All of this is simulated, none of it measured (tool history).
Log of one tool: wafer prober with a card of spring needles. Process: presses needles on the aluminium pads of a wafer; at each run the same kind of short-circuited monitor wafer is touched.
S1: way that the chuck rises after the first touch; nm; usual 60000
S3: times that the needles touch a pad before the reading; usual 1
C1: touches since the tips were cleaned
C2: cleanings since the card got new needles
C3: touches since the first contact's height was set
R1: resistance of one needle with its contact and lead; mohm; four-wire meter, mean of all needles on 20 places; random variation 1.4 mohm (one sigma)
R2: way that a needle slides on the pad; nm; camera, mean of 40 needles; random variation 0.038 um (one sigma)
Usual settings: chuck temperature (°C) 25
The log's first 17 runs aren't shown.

-- hour=136.2 tips cleaned on abrasive film
-- hour=141.2 tips cleaned on abrasive film
run 18 hour=142.3 | S1=75000 chuck_temperature_(°C)=68 S3=2 | C1=624 C2=61 C3=4692 | R1=121 R2=10210
-- hour=145.6 tips cleaned on abrasive film
run 19 hour=148.9 | S1=75000 chuck_temperature_(°C)=68 S3=2 | C1=1892 C2=62 C3=8439 | R1=122 R2=10290
-- hour=150.4 tips cleaned on abrasive film
-- hour=155.1 tips cleaned on abrasive film
run 20 hour=155.6 | S1=75000 chuck_temperature_(°C)=68 S3=2 | C1=296 C2=64 C3=12194 | R1=120 R2=10270
-- hour=159.7 tips cleaned on abrasive film
-- hour=164.4 tips cleaned on abrasive film
run 21 hour=164.4 | S1=51000 chuck_temperature_(°C)=35 S3=2 | C1=0 C2=66 C3=17171 | R1=119 R2=6920
-- hour=168.9 tips cleaned on abrasive film
-- hour=173.3 tips cleaned on abrasive film
run 22 hour=174.0 | S1=51000 chuck_temperature_(°C)=35 S3=2 | C1=356 C2=68 C3=22562 | R1=118 R2=6970
-- hour=178.2 tips cleaned on abrasive film
-- hour=183.2 tips cleaned on abrasive film
run 23 hour=184.2 | S1=54000 chuck_temperature_(°C)=25 S3=1 | C1=611 C2=70 C3=28373 | R1=118 R2=7350
-- hour=187.9 tips cleaned on abrasive film
-- hour=192.7 tips cleaned on abrasive film
run 24 hour=192.9 | S1=54000 chuck_temperature_(°C)=25 S3=1 | C1=85 C2=72 C3=33253 | R1=119 R2=7350
-- hour=197.5 tips cleaned on abrasive film
run 25 hour=199.7 | S1=60000 chuck_temperature_(°C)=25 S3=1 | C1=1264 C2=73 C3=37103 | R1=116 R2=8140
-- hour=202.0 tips cleaned on abrasive film
-- hour=206.8 tips cleaned on abrasive film
run 26 hour=210.1 | S1=60000 chuck_temperature_(°C)=110 S3=2 | C1=1864 C2=75 C3=42993 | R1=129 R2=8230
-- hour=211.9 tips cleaned on abrasive film
-- hour=216.5 tips cleaned on abrasive film
run 27 hour=219.1 | S1=55000 chuck_temperature_(°C)=25 S3=1 | C1=1490 C2=77 C3=48095 | R1=117 R2=7510
-- hour=221.1 tips cleaned on abrasive film
-- hour=225.7 tips cleaned on abrasive film
run 28 hour=227.8 | S1=40000 chuck_temperature_(°C)=25 S3=2 | C1=1213 C2=79 C3=52993 | R1=124 R2=5420
-- hour=230.5 tips cleaned on abrasive film
-- hour=234.9 tips cleaned on abrasive film
run 29 hour=234.9 | S1=56000 chuck_temperature_(°C)=25 S3=3 | C1=13 C2=81 C3=56973 | R1=118 R2=7610
-- hour=240.0 tips cleaned on abrasive film
run 30 hour=243.7 | S1=56000 chuck_temperature_(°C)=25 S3=3 | C1=2139 C2=82 C3=62015 | R1=117 R2=7590
-- hour=244.7 tips cleaned on abrasive film
-- hour=249.1 tips cleaned on abrasive film
run 31 hour=250.6 | S1=60000 chuck_temperature_(°C)=25 S3=2 | C1=890 C2=84 C3=65873 | R1=116 R2=8200
-- hour=254.0 tips cleaned on abrasive film
-- hour=258.7 tips cleaned on abrasive film
run 32 hour=261.0 | S1=44000 chuck_temperature_(°C)=25 S3=1 | C1=1339 C2=86 C3=71739 | R1=120 R2=6020

3 ways to go on from here, each from the tool as it stands after run 32. What would each give?
-- hour=263.1 tips cleaned on abrasive film
-- hour=267.9 tips cleaned on abrasive film
run A hour=269.3 | S1=74000 chuck_temperature_(°C)=37 S3=1 | C1=797 C2=88 C3=76407 | R1=? R2=?
-- hour=263.1 tips cleaned on abrasive film
-- hour=267.9 tips cleaned on abrasive film
run B hour=269.3 | S1=55000 chuck_temperature_(°C)=76 S3=2 | C1=797 C2=88 C3=76407 | R1=? R2=?
-- hour=263.1 tips cleaned on abrasive film
-- hour=267.9 tips cleaned on abrasive film
run C hour=269.3 | S1=46000 chuck_temperature_(°C)=48 S3=1 | C1=797 C2=88 C3=76407 | R1=? R2=?

run=A R1=118 R2=10110
run=B R1=123 R2=7530
run=C R1=121 R2=6160
Without the tool's hidden state the same runs would have given:
run=A R1=118 R2=10110
run=B R1=123 R2=7530
run=C R1=121 R2=6170
